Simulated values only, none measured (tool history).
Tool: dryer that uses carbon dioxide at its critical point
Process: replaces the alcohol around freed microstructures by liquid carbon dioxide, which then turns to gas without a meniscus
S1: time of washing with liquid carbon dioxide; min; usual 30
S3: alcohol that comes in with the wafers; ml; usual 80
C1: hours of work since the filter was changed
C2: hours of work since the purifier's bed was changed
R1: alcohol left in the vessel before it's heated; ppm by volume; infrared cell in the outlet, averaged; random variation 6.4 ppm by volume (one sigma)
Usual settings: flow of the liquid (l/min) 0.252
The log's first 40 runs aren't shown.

Run 41, hour 552.8: usual settings but S3 107 ml; C1 204; C2 427. Result: R1 887 ppm by volume.
Run 42, hour 570.9: usual settings but S3 107 ml; C1 218; C2 441. Result: R1 907 ppm by volume.
Run 43, hour 583.1: usual settings but S1 31 min, flow of the liquid (l/min) 0.358, S3 54 ml; C1 227; C2 450. Result: R1 150 ppm by volume.
Run 44, hour 602.4: usual settings but S1 21 min; C1 242; C2 465. Result: R1 2926 ppm by volume.
Run 45, hour 621.3: usual settings but S1 27 min, flow of the liquid (l/min) 0.234, S3 23 ml; C1 256; C2 479. Result: R1 546 ppm by volume.
Run 46, hour 632.0: usual settings but S1 28 min, flow of the liquid (l/min) 0.162, S3 25 ml; C1 264; C2 487. Result: R1 1604 ppm by volume.
At hour 646.7: inlet filter changed.
Run 47, hour 652.0: usual settings but S1 37 min, flow of the liquid (l/min) 0.261, S3 48 ml; C1 4; C2 501. Result: R1 154 ppm by volume.
Run 48, hour 666.7: usual settings but S1 37 min, flow of the liquid (l/min) 0.336, S3 48 ml; C1 15; C2 512. Result: R1 121 ppm by volume.

Forecast each of these 3 alternatives for the next run:
Run A, hour 680.8: usual settings but S1 18 min, S3 69 ml; C1 26; C2 523. Result: R1 ?.
Run B, hour 680.8: usual settings but S1 32 min, flow of the liquid (l/min) 0.165, S3 27 ml; C1 26; C2 523. Result: R1 ?.
Run C, hour 680.8: usual settings but S1 37 min, flow of the liquid (l/min) 0.313, S3 54 ml; C1 26; C2 523. Result: R1 ?.

run    R1
  A  2543
  B   649
  C   127
Without the tool's hidden state the same runs would have given:
run    R1
  A  2281
  B   494
  C     9
